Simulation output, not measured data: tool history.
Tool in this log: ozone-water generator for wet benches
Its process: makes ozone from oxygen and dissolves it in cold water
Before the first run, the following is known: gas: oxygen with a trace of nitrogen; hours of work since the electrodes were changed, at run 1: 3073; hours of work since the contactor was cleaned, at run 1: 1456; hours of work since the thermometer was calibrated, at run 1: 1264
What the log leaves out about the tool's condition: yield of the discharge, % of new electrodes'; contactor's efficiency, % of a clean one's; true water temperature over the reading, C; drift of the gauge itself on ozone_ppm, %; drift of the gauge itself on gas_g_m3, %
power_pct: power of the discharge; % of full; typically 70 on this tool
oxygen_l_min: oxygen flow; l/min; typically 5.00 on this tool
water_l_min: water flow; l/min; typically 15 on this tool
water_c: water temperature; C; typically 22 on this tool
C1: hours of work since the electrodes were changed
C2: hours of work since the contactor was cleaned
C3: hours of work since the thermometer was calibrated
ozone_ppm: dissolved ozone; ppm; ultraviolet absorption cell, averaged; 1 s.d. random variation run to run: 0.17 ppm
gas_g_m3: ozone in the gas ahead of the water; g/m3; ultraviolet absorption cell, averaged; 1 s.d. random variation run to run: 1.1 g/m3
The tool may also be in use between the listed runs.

run 1 hour=0.0 | power_pct=70 oxygen_l_min=5.00 water_l_min=15 water_c=22 | C1=3073 C2=1456 C3=1264 | ozone_ppm=22.7 gas_g_m3=192.0
run 2 hour=170.9 | power_pct=70 oxygen_l_min=2.92 water_l_min=15 water_c=22 | C1=3187 C2=1570 C3=1377 | ozone_ppm=21.3 gas_g_m3=237.1
run 3 hour=340.2 | power_pct=70 oxygen_l_min=2.92 water_l_min=15 water_c=22 | C1=3299 C2=1683 C3=1490 | ozone_ppm=21.4 gas_g_m3=236.5
run 4 hour=465.9 | power_pct=70 oxygen_l_min=2.92 water_l_min=15 water_c=20 | C1=3383 C2=1766 C3=1574 | ozone_ppm=22.2 gas_g_m3=236.2
run 5 hour=552.1 | power_pct=70 oxygen_l_min=2.74 water_l_min=15 water_c=20 | C1=3440 C2=1824 C3=1631 | ozone_ppm=21.7 gas_g_m3=242.8
run 6 hour=632.6 | power_pct=70 oxygen_l_min=2.74 water_l_min=15 water_c=20 | C1=3494 C2=1877 C3=1684 | ozone_ppm=21.5 gas_g_m3=245.3
run 7 hour=774.1 | power_pct=70 oxygen_l_min=2.74 water_l_min=15 water_c=20 | C1=3588 C2=1971 C3=1779 | ozone_ppm=21.4 gas_g_m3=244.3
run 8 hour=854.1 | power_pct=70 oxygen_l_min=5.00 water_l_min=15 water_c=22 | C1=3641 C2=2024 C3=1832 | ozone_ppm=23.1 gas_g_m3=189.1
run 9 hour=937.7 | power_pct=70 oxygen_l_min=5.00 water_l_min=15 water_c=22 | C1=3697 C2=2080 C3=1887 | ozone_ppm=22.9 gas_g_m3=189.8
run 10 hour=1091.1 | power_pct=70 oxygen_l_min=5.00 water_l_min=15 water_c=22 | C1=3799 C2=2182 C3=1989 | ozone_ppm=22.7 gas_g_m3=190.4
run 11 hour=1221.8 | power_pct=70 oxygen_l_min=5.00 water_l_min=20 water_c=22 | C1=3886 C2=2269 C3=2076 | ozone_ppm=18.9 gas_g_m3=190.0
run 12 hour=1303.2 | power_pct=70 oxygen_l_min=5.00 water_l_min=15 water_c=22 | C1=3940 C2=2323 C3=2131 | ozone_ppm=23.0 gas_g_m3=190.3
run 13 hour=1426.0 | power_pct=70 oxygen_l_min=5.00 water_l_min=15 water_c=22 | C1=4022 C2=2405 C3=2212 | ozone_ppm=22.9 gas_g_m3=191.5
run 14 hour=1553.0 | power_pct=70 oxygen_l_min=5.00 water_l_min=15 water_c=22 | C1=4106 C2=2489 C3=2297 | ozone_ppm=23.0 gas_g_m3=190.5
run 15 hour=1632.7 | power_pct=70 oxygen_l_min=5.00 water_l_min=15 water_c=22 | C1=4159 C2=2543 C3=2350 | ozone_ppm=23.2 gas_g_m3=191.2
run 16 hour=1811.4 | power_pct=70 oxygen_l_min=5.00 water_l_min=15 water_c=22 | C1=4278 C2=2661 C3=2469 | ozone_ppm=22.9 gas_g_m3=190.2
run 17 hour=1911.9 | power_pct=58 oxygen_l_min=5.00 water_l_min=15 water_c=22 | C1=4345 C2=2728 C3=2536 | ozone_ppm=19.2 gas_g_m3=160.8
run 18 hour=2010.8 | power_pct=58 oxygen_l_min=5.00 water_l_min=15 water_c=22 | C1=4411 C2=2794 C3=2601 | ozone_ppm=19.2 gas_g_m3=159.0
run 19 hour=2115.6 | power_pct=70 oxygen_l_min=3.98 water_l_min=18 water_c=22 | C1=4481 C2=2864 C3=2671 | ozone_ppm=19.9 gas_g_m3=208.3
run 20 hour=2295.0 | power_pct=70 oxygen_l_min=3.98 water_l_min=18 water_c=22 | C1=4600 C2=2983 C3=2790 | ozone_ppm=19.8 gas_g_m3=207.9
run 21 hour=2415.5 | power_pct=70 oxygen_l_min=4.37 water_l_min=16 water_c=22 | C1=4680 C2=3063 C3=2871 | ozone_ppm=21.8 gas_g_m3=199.7
run 22 hour=2510.9 | power_pct=70 oxygen_l_min=4.37 water_l_min=16 water_c=22 | C1=4744 C2=3127 C3=2934 | ozone_ppm=21.8 gas_g_m3=200.8
run 23 hour=2688.8 | power_pct=89 oxygen_l_min=2.61 water_l_min=11 water_c=30 | C1=4862 C2=3245 C3=3052 | ozone_ppm=28.7 gas_g_m3=308.4
run 24 hour=2774.0 | power_pct=89 oxygen_l_min=2.61 water_l_min=11 water_c=30 | C1=4919 C2=3302 C3=3109 | ozone_ppm=28.6 gas_g_m3=309.4
run 25 hour=2913.3 | power_pct=70 oxygen_l_min=5.00 water_l_min=21 water_c=22 | C1=5011 C2=3395 C3=3202 | ozone_ppm=18.5 gas_g_m3=189.6
run 26 hour=3028.6 | power_pct=70 oxygen_l_min=4.70 water_l_min=24 water_c=22 | C1=5088 C2=3471 C3=3279 | ozone_ppm=16.7 gas_g_m3=196.3
run 27 hour=3204.0 | power_pct=68 oxygen_l_min=3.33 water_l_min=11 water_c=16 | C1=5205 C2=3588 C3=3395 | ozone_ppm=29.1 gas_g_m3=219.4
run 28 hour=3329.1 | power_pct=70 oxygen_l_min=6.97 water_l_min=11 water_c=15 | C1=5288 C2=3671 C3=3478 | ozone_ppm=30.7 gas_g_m3=165.3
run 29 hour=3491.6 | power_pct=70 oxygen_l_min=6.97 water_l_min=11 water_c=15 | C1=5396 C2=3779 C3=3587 | ozone_ppm=30.8 gas_g_m3=166.0
run 30 hour=3662.3 | power_pct=70 oxygen_l_min=5.37 water_l_min=10 water_c=24 | C1=5510 C2=3893 C3=3700 | ozone_ppm=27.0 gas_g_m3=186.2
run 31 hour=3823.5 | power_pct=70 oxygen_l_min=5.37 water_l_min=10 water_c=24 | C1=5617 C2=4000 C3=3807 | ozone_ppm=27.0 gas_g_m3=183.2
run 32 hour=3953.4 | power_pct=70 oxygen_l_min=5.37 water_l_min=12 water_c=24 | C1=5703 C2=4087 C3=3894 | ozone_ppm=25.0 gas_g_m3=185.2
run 33 hour=4032.4 | power_pct=70 oxygen_l_min=5.37 water_l_min=12 water_c=24 | C1=5756 C2=4139 C3=3946 | ozone_ppm=24.8 gas_g_m3=184.2
run 34 hour=4204.3 | power_pct=66 oxygen_l_min=3.42 water_l_min=15 water_c=22 | C1=5870 C2=4253 C3=4061 | ozone_ppm=20.9 gas_g_m3=211.7

What if the next run were any one of these 3? Each begins from the tool's condition after run 34:
run A hour=4298.1 | power_pct=70 oxygen_l_min=5.00 water_l_min=14 water_c=22 | C1=5933 C2=4316 C3=4123 | ozone_ppm=? gas_g_m3=?
run B hour=4298.1 | power_pct=70 oxygen_l_min=5.00 water_l_min=24 water_c=22 | C1=5933 C2=4316 C3=4123 | ozone_ppm=? gas_g_m3=?
run C hour=4298.1 | power_pct=67 oxygen_l_min=5.00 water_l_min=15 water_c=22 | C1=5933 C2=4316 C3=4123 | ozone_ppm=? gas_g_m3=?

run=A ozone_ppm=23.7 gas_g_m3=188.4
run=B ozone_ppm=16.7 gas_g_m3=189.3
run=C ozone_ppm=22.0 gas_g_m3=182.0
Without the tool's unlogged condition, the same runs would have read:
run=A ozone_ppm=23.7 gas_g_m3=188.7
run=B ozone_ppm=16.8 gas_g_m3=189.7
run=C ozone_ppm=22.1 gas_g_m3=182.3

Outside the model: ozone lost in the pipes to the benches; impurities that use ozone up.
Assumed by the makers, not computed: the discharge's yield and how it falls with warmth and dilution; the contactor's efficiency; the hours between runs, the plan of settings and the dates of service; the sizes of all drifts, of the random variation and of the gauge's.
